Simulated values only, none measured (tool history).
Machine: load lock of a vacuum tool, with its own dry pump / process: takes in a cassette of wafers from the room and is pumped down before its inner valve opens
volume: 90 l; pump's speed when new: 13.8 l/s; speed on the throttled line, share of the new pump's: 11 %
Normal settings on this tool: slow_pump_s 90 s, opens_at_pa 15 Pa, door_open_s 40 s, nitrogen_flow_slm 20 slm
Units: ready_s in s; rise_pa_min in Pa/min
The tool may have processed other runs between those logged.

run	hour	slow_pump_s	opens_at_pa	door_open_s	nitrogen_flow_slm	incoming humidity of the room's air, %	ready_s	rise_pa_min
1	0	90	15	40	20	46.1	142.8	0.168
2	203.2	90	21	40	20	46.9	139.1	0.175
3	437.3	90	21	40	20	47.2	141.1	0.184
4	616.4	90	21	40	20	45.2	141.7	0.183
5	755	90	21	40	20	42.2	139.2	0.184
6	963.2	90	15	40	20	47.1	143	0.189
7	1242.5	90	15	40	20	46.6	143.7	0.201
8	1365.2	90	15	40	20	44.4	143.6	0.204
9	1625.9	90	15	40	20	43.1	143.2	0.205
10	1787.4	90	15	40	20	45.9	144.1	0.218
11	2066.7	90	15	40	20	48.5	143.5	0.225
12	2317.8	90	15	40	20	45.9	142.8	0.231
13	2501	90	15	40	20	43.4	144.3	0.245
14	2745.7	58	27	79	20	45.9	110.7	0.251
15	2900	58	27	79	20	41.3	111.9	0.257
16	3103.2	58	27	79	20	46.7	113.1	0.266
17	3288.3	58	27	79	20	48.3	111.5	0.271
18	3556.7	121	27	79	9	47.3	167.9	0.281
19	3754	124	15	40	20	48.3	173.9	0.279
20	3991.8	124	15	40	20	41.7	175.9	0.278
# hour 4096.2: dry pump taken out, an overhauled one fitted
21	4252.3	90	15	53	20	41.1	135.8	0.29
22	4421.8	90	11	129	20	45.5	140.8	0.303
23	4650.8	64	28	40	15	45	111.5	0.298
24	4811.8	53	11	40	20	44.6	106.7	0.307
25	5068.2	53	11	40	20	45.5	107.2	0.311
26	5242.6	141	20	26	17	45.5	183.2	0.312

Selected run-to-run steps in ready_s, each split into two signed amounts: the part the tool would show with no hidden state at all (from settings, incoming material and random variation), and the remainder, which goes to the hidden state together with any gauge scatter not common to the measured and the hidden-state-free results:
The tool's hidden condition here consists of: pump's speed, % of a new pump's; leak at the door's seal, Pa l/s; drift of the gauge itself on ready_s, %; drift of the gauge itself on rise_pa_min, %.
Run 17 -> 18: slow_pump_s 58 -> 121, nitrogen_flow_slm 20 -> 9. ready_s +56.4 s: hidden state -0.8, all else +57.2.
Run 20 -> 21: slow_pump_s 124 -> 90, door_open_s 40 -> 53, dry pump taken out, an overhauled one fitted. ready_s -40.1 s: hidden state -6.6, all else -33.5.
Run 25 -> 26: slow_pump_s 53 -> 141, opens_at_pa 11 -> 20, door_open_s 40 -> 26, nitrogen_flow_slm 20 -> 17. ready_s +76 s: hidden state -0.1, all else +76.1.
